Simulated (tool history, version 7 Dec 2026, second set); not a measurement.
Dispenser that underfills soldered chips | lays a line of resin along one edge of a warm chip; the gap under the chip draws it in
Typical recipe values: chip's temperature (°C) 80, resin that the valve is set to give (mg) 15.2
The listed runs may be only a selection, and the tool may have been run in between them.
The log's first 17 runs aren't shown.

run	hour	chip's temperature (°C)	resin that the valve is set to give (mg)	hours of work since the syringe was changed	hours of work since the valve was cleaned	hours of work since the stage was calibrated	time until the resin shows at the far edge (s)	resin that the valve gave (mg)
18	181.6	91	15.2	5	49	269	27.3	14.70
# hour 191.6: new syringe of resin
19	197.7	95	14.5	4	59	278	21.7	13.85
# hour 209.1: new syringe of resin
20	211.6	95	14.5	1	67	286	17.9	13.89
# hour 227.3: new syringe of resin
21	227.3	95	15.4	0	76	296	15.6	14.53
22	236.3	80	14.9	5	82	301	38.7	14.05
# hour 244.9: new syringe of resin
23	247.9	84	18.3	2	88	308	25.1	17.23
# hour 262.3: new syringe of resin
24	262.6	81	18.9	0	97	316	22.8	17.59
# hour 264.9: dispensing valve cleaned and set on the balance
25	272.9	81	18.9	6	5	322	37.1	18.95
# hour 281.3: new syringe of resin
26	288.8	81	18.9	5	14	332	33.4	18.67
27	296.2	80	15.8	9	19	336	49.9	15.62
# hour 299.0: new syringe of resin
28	303.4	67	13.7	3	23	340	47.5	13.50
29	310.8	80	15.1	7	27	345	45.0	14.66
# hour 317.0: new syringe of resin
30	318.2	80	13.4	1	32	349	27.6	13.19
31	328.4	80	13.4	7	38	355	44.4	13.04
# hour 334.6: new syringe of resin
32	343.4	80	13.4	5	47	364	38.0	13.00
# hour 352.3: new syringe of resin
33	352.7	68	16.9	0	52	369	35.9	16.30
34	364.5	86	16.9	7	59	376	36.8	16.21

Alternative continuations, all from the tool just after run 34; predict every row:
# hour 370.4: new syringe of resin
A	375.9	90	16.5	3	66	383	?	?
# hour 370.4: new syringe of resin
B	375.9	71	17.4	3	66	383	?	?
# hour 370.4: new syringe of resin
C	375.9	80	17.7	3	66	383	?	?
# hour 370.4: new syringe of resin
D	375.9	69	16.4	3	66	383	?	?
# hour 370.4: new syringe of resin
E	375.9	88	13.3	3	66	383	?	?

run	time until the resin shows at the far edge (s)	resin that the valve gave (mg)
A	22.8	15.71
B	41.8	16.64
C	31.0	16.90
D	44.1	15.67
E	25.9	12.71
Stripped of hidden state, with their random variation kept, the same runs would have yielded:
run	time until the resin shows at the far edge (s)	resin that the valve gave (mg)
A	18.3	16.52
B	33.8	17.50
C	25.0	17.77
D	35.6	16.47
E	20.6	13.37

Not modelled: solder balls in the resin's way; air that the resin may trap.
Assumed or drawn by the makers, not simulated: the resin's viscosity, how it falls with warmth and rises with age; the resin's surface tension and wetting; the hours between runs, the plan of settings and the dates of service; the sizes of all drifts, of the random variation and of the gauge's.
